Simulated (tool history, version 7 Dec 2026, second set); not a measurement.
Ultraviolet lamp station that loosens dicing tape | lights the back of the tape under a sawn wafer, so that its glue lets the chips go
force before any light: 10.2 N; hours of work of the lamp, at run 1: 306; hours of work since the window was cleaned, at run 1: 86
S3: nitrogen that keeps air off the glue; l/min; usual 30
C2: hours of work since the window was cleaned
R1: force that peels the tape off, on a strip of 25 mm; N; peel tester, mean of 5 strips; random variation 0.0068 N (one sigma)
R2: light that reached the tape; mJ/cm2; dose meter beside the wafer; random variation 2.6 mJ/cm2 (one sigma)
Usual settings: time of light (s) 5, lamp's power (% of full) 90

{"run": 1, "day": 0.0, "time of light (s)": 5, "lamp's power (% of full)": 90, "S3": 30, "hours of work of the lamp": 306, "C2": 86, "R1": 0.41, "R2": 271}
{"run": 2, "day": 1.446, "time of light (s)": 5, "lamp's power (% of full)": 90, "S3": 30, "hours of work of the lamp": 323, "C2": 103, "R1": 0.428, "R2": 267}
{"run": 3, "day": 3.125, "time of light (s)": 5, "lamp's power (% of full)": 90, "S3": 30, "hours of work of the lamp": 343, "C2": 123, "R1": 0.422, "R2": 261}
{"run": 4, "day": 5.329, "time of light (s)": 5, "lamp's power (% of full)": 90, "S3": 30, "hours of work of the lamp": 368, "C2": 148, "R1": 0.438, "R2": 257}
{"run": 5, "day": 7.896, "time of light (s)": 9, "lamp's power (% of full)": 90, "S3": 30, "hours of work of the lamp": 398, "C2": 178, "R1": 0.099, "R2": 457}
{"run": 6, "day": 9.283, "time of light (s)": 9, "lamp's power (% of full)": 90, "S3": 30, "hours of work of the lamp": 414, "C2": 194, "R1": 0.106, "R2": 458}
{"run": 7, "day": 11.05, "time of light (s)": 9, "lamp's power (% of full)": 90, "S3": 30, "hours of work of the lamp": 435, "C2": 215, "R1": 0.102, "R2": 448}
{"run": 8, "day": 13.504, "time of light (s)": 9, "lamp's power (% of full)": 90, "S3": 30, "hours of work of the lamp": 464, "C2": 244, "R1": 0.106, "R2": 437}
{"run": 9, "day": 16.004, "time of light (s)": 4, "lamp's power (% of full)": 90, "S3": 30, "hours of work of the lamp": 493, "C2": 273, "R1": 0.96, "R2": 188}
{"run": 10, "day": 17.912, "time of light (s)": 5, "lamp's power (% of full)": 90, "S3": 30, "hours of work of the lamp": 515, "C2": 295, "R1": 0.584, "R2": 231}
{"run": 11, "day": 19.362, "time of light (s)": 5, "lamp's power (% of full)": 90, "S3": 30, "hours of work of the lamp": 532, "C2": 312, "R1": 0.594, "R2": 228}
{"run": 12, "day": 21.154, "time of light (s)": 5, "lamp's power (% of full)": 90, "S3": 30, "hours of work of the lamp": 553, "C2": 333, "R1": 0.646, "R2": 225}
{"run": 13, "day": 23.25, "time of light (s)": 5, "lamp's power (% of full)": 90, "S3": 30, "hours of work of the lamp": 577, "C2": 357, "R1": 0.674, "R2": 229}
{"run": 14, "day": 24.604, "time of light (s)": 5, "lamp's power (% of full)": 90, "S3": 30, "hours of work of the lamp": 593, "C2": 373, "R1": 0.68, "R2": 220}
{"run": 15, "day": 26.0, "time of light (s)": 5, "lamp's power (% of full)": 90, "S3": 30, "hours of work of the lamp": 609, "C2": 389, "R1": 0.7, "R2": 217}
{"run": 16, "day": 27.283, "time of light (s)": 5, "lamp's power (% of full)": 64, "S3": 30, "hours of work of the lamp": 624, "C2": 404, "R1": 1.544, "R2": 155}
{"run": 17, "day": 28.488, "time of light (s)": 5, "lamp's power (% of full)": 64, "S3": 30, "hours of work of the lamp": 638, "C2": 418, "R1": 1.562, "R2": 154}
{"run": 18, "day": 30.767, "time of light (s)": 5, "lamp's power (% of full)": 64, "S3": 30, "hours of work of the lamp": 665, "C2": 445, "R1": 1.656, "R2": 148}
{"run": 19, "day": 32.054, "time of light (s)": 5, "lamp's power (% of full)": 64, "S3": 30, "hours of work of the lamp": 680, "C2": 460, "R1": 1.666, "R2": 141}
{"run": 20, "day": 33.4, "time of light (s)": 2, "lamp's power (% of full)": 90, "S3": 30, "hours of work of the lamp": 695, "C2": 476, "R1": 3.605, "R2": 78}
{"run": 21, "day": 35.142, "time of light (s)": 2, "lamp's power (% of full)": 90, "S3": 30, "hours of work of the lamp": 716, "C2": 496, "R1": 3.76, "R2": 80}
{"run": 22, "day": 36.558, "time of light (s)": 2, "lamp's power (% of full)": 90, "S3": 30, "hours of work of the lamp": 732, "C2": 512, "R1": 3.96, "R2": 79}
{"run": 23, "day": 38.904, "time of light (s)": 2, "lamp's power (% of full)": 64, "S3": 24, "hours of work of the lamp": 760, "C2": 540, "R1": 5.293, "R2": 58}
{"day": 41.046, "done": "window cleaned of glue's vapour"}
{"run": 24, "day": 41.483, "time of light (s)": 2, "lamp's power (% of full)": 64, "S3": 24, "hours of work of the lamp": 789, "C2": 5, "R1": 5.394, "R2": 58}
{"run": 25, "day": 43.262, "time of light (s)": 2, "lamp's power (% of full)": 64, "S3": 24, "hours of work of the lamp": 810, "C2": 26, "R1": 5.379, "R2": 54}
{"run": 26, "day": 45.354, "time of light (s)": 7, "lamp's power (% of full)": 89, "S3": 11, "hours of work of the lamp": 835, "C2": 50, "R1": 1.049, "R2": 266}
{"run": 27, "day": 46.496, "time of light (s)": 4, "lamp's power (% of full)": 69, "S3": 16, "hours of work of the lamp": 848, "C2": 64, "R1": 3.229, "R2": 114}
{"run": 28, "day": 48.525, "time of light (s)": 4, "lamp's power (% of full)": 69, "S3": 16, "hours of work of the lamp": 871, "C2": 87, "R1": 3.386, "R2": 114}
{"run": 29, "day": 50.233, "time of light (s)": 4, "lamp's power (% of full)": 69, "S3": 16, "hours of work of the lamp": 891, "C2": 107, "R1": 3.322, "R2": 111}
{"run": 30, "day": 51.329, "time of light (s)": 4, "lamp's power (% of full)": 69, "S3": 16, "hours of work of the lamp": 904, "C2": 120, "R1": 3.297, "R2": 114}
{"run": 31, "day": 52.467, "time of light (s)": 7, "lamp's power (% of full)": 70, "S3": 53, "hours of work of the lamp": 917, "C2": 133, "R1": 0.61, "R2": 197}
{"run": 32, "day": 53.742, "time of light (s)": 5, "lamp's power (% of full)": 86, "S3": 14, "hours of work of the lamp": 932, "C2": 148, "R1": 2.149, "R2": 176}
{"day": 54.238, "done": "lamp changed"}
{"run": 33, "day": 54.975, "time of light (s)": 5, "lamp's power (% of full)": 90, "S3": 25, "hours of work of the lamp": 9, "C2": 162, "R1": 0.311, "R2": 312}
{"run": 34, "day": 56.55, "time of light (s)": 5, "lamp's power (% of full)": 90, "S3": 12, "hours of work of the lamp": 27, "C2": 180, "R1": 0.7, "R2": 305}
{"run": 35, "day": 58.088, "time of light (s)": 4, "lamp's power (% of full)": 91, "S3": 12, "hours of work of the lamp": 45, "C2": 198, "R1": 1.101, "R2": 248}
{"run": 36, "day": 59.771, "time of light (s)": 3, "lamp's power (% of full)": 91, "S3": 12, "hours of work of the lamp": 65, "C2": 218, "R1": 2.004, "R2": 186}
{"run": 37, "day": 60.883, "time of light (s)": 5, "lamp's power (% of full)": 76, "S3": 17, "hours of work of the lamp": 77, "C2": 231, "R1": 0.786, "R2": 255}
{"run": 38, "day": 62.217, "time of light (s)": 4, "lamp's power (% of full)": 69, "S3": 18, "hours of work of the lamp": 93, "C2": 246, "R1": 1.498, "R2": 183}
{"run": 39, "day": 64.512, "time of light (s)": 4, "lamp's power (% of full)": 86, "S3": 13, "hours of work of the lamp": 120, "C2": 273, "R1": 1.333, "R2": 224}
{"run": 40, "day": 65.933, "time of light (s)": 4, "lamp's power (% of full)": 86, "S3": 19, "hours of work of the lamp": 136, "C2": 290, "R1": 0.984, "R2": 225}
{"run": 41, "day": 67.767, "time of light (s)": 4, "lamp's power (% of full)": 86, "S3": 19, "hours of work of the lamp": 158, "C2": 311, "R1": 1.026, "R2": 220}
{"run": 42, "day": 69.892, "time of light (s)": 8, "lamp's power (% of full)": 90, "S3": 50, "hours of work of the lamp": 182, "C2": 336, "R1": 0.097, "R2": 453}
{"run": 43, "day": 71.5, "time of light (s)": 8, "lamp's power (% of full)": 65, "S3": 27, "hours of work of the lamp": 201, "C2": 354, "R1": 0.269, "R2": 319}

Forecast each of these 3 alternatives for the next run:
{"run": "A", "day": 73.058, "time of light (s)": 5, "lamp's power (% of full)": 60, "S3": 13, "hours of work of the lamp": 219, "C2": 373, "R1": "?", "R2": "?"}
{"run": "B", "day": 73.058, "time of light (s)": 5, "lamp's power (% of full)": 82, "S3": 30, "hours of work of the lamp": 219, "C2": 373, "R1": "?", "R2": "?"}
{"run": "C", "day": 73.058, "time of light (s)": 5, "lamp's power (% of full)": 70, "S3": 11, "hours of work of the lamp": 219, "C2": 373, "R1": "?", "R2": "?"}

run=A R1=1.854 R2=190
run=B R1=0.466 R2=258
run=C R1=1.631 R2=217
Without the tool's hidden state the same runs would have given:
run=A R1=1.376 R2=223
run=B R1=0.287 R2=304
run=C R1=1.183 R2=256

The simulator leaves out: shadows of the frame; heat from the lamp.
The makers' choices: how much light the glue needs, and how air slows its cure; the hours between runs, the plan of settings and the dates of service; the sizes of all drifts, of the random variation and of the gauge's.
